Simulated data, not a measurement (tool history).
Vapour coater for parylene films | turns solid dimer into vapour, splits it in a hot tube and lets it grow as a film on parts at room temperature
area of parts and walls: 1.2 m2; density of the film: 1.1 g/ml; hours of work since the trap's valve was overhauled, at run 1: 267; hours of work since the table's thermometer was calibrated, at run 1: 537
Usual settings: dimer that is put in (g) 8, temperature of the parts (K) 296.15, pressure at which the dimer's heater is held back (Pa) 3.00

run,hour,dimer that is put in (g),temperature of the parts (K),pressure at which the dimer's heater is held back (Pa),hours of work since the trap's valve was overhauled,hours of work since the table's thermometer was calibrated,thickness of the film (nm)
1,0.0,8,296.15,3.00,267,537,4520
2,13.4,8,296.15,2.57,276,546,4580
3,33.2,8,292.15,2.57,288,558,5120
4,45.8,8,292.15,2.57,296,566,5090
5,58.2,8,296.15,3.00,303,573,4480
6,69.0,8,296.15,3.00,310,580,4420
7,85.9,8,296.15,3.00,320,590,4430
8,104.0,8,296.15,8.32,331,601,3640
9,118.3,8,296.15,3.00,340,610,4450
10,141.3,8,296.15,3.00,354,624,4420
11,153.5,6,307.15,2.80,362,632,2560
12,173.1,8,296.15,4.66,374,644,4020
13,186.1,8,296.15,4.66,382,652,4030
# hour 191.9: trap's valve overhauled
14,199.8,14,306.15,3.00,5,658,5600
15,219.8,4,296.15,3.00,17,670,2000
16,238.3,4,300.15,11.98,29,682,1420
17,258.7,4,300.15,11.98,41,694,1380
18,270.3,10,300.15,10.90,48,701,3510
19,290.9,4,305.15,2.33,61,714,1700
# hour 312.1: trap's valve overhauled, once more
20,312.1,4,305.15,2.33,0,724,2070

Measured less the same run without the tool's hidden state. The same run-to-run variation is in both; the gauge's scatter may not be:
The hidden state here: vapour lost through the trap's worn valve, %; true temperature of the parts over the reading, C; drift of the gauge itself on film_um, %.
run,thickness of the film (nm)
1,-340
2,-370
3,-430
4,-430
5,-390
6,-390
7,-410
8,-340
9,-440
10,-460
11,-270
12,-440
13,-440
14,-1100
15,-400
16,-290
17,-290
18,-740
19,-370
20,+10
